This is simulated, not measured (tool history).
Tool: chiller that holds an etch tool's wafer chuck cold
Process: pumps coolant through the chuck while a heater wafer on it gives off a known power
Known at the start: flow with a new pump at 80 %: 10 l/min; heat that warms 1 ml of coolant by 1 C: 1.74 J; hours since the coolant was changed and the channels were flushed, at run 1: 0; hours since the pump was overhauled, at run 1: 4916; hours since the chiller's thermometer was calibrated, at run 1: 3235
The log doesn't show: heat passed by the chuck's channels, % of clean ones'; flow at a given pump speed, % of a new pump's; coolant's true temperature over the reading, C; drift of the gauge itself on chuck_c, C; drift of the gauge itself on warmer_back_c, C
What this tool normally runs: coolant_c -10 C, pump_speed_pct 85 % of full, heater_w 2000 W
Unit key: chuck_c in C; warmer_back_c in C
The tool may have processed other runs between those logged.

| run | hour | coolant_c | pump_speed_pct | heater_w | hours since the coolant was changed and the channels were flushed | hours since the pump was overhauled | hours since the chiller's thermometer was calibrated | chuck_c | warmer_back_c |
|---|---|---|---|---|---|---|---|---|---|
| 1 | 0.0 | -10 | 85 | 2000 | 0 | 4916 | 3235 | 2.9 | 6.80 |
| 2 | 61.6 | -10 | 61 | 2000 | 62 | 4978 | 3297 | 6.7 | 9.63 |
| 3 | 185.6 | -19 | 61 | 2000 | 186 | 5102 | 3421 | -2.3 | 9.75 |
| 4 | 318.1 | -10 | 85 | 2000 | 318 | 5234 | 3553 | 3.2 | 6.88 |
| 5 | 439.4 | -10 | 85 | 2000 | 439 | 5355 | 3674 | 3.3 | 6.85 |
| 6 | 497.7 | -10 | 88 | 2000 | 498 | 5414 | 3733 | 2.8 | 6.62 |
|  | 507.8 | chiller's thermometer calibrated |
| 7 | 629.1 | -10 | 88 | 2000 | 628 | 5544 | 121 | 2.9 | 6.63 |
| 8 | 740.1 | -10 | 88 | 2000 | 739 | 5655 | 232 | 3.5 | 6.68 |
| 9 | 859.0 | -10 | 88 | 2000 | 858 | 5774 | 351 | 3.1 | 6.69 |
| 10 | 968.7 | -10 | 88 | 2000 | 968 | 5884 | 461 | 3.0 | 6.65 |
| 11 | 1105.4 | -10 | 88 | 2000 | 1104 | 6020 | 598 | 3.3 | 6.64 |
| 12 | 1163.1 | -10 | 88 | 2000 | 1162 | 6078 | 655 | 3.2 | 6.61 |
| 13 | 1232.5 | -10 | 85 | 2000 | 1231 | 6148 | 725 | 3.5 | 6.90 |
| 14 | 1306.1 | -10 | 85 | 2000 | 1305 | 6221 | 798 | 3.5 | 6.96 |
| 15 | 1414.4 | -11 | 85 | 2000 | 1413 | 6329 | 907 | 2.5 | 6.98 |
| 16 | 1533.5 | -11 | 85 | 2000 | 1533 | 6449 | 1026 | 2.7 | 7.00 |
| 17 | 1612.0 | -11 | 85 | 2000 | 1611 | 6527 | 1104 | 2.5 | 6.99 |
| 18 | 1732.4 | -9 | 84 | 2758 | 1731 | 6647 | 1225 | 10.0 | 9.73 |

Estimate the outcome of run 19 from the log above:
| 19 | 1829.2 | -9 | 84 | 2758 | 1828 | 6744 | 1321 | ? | ? |

Logged for run 19: chuck_c 10.1 C, warmer_back_c 9.68 C.
Were there no unlogged condition in the tool, this run, its random variation unchanged, would have produced chuck_c 8.7 C, warmer_back_c 8.99 C.
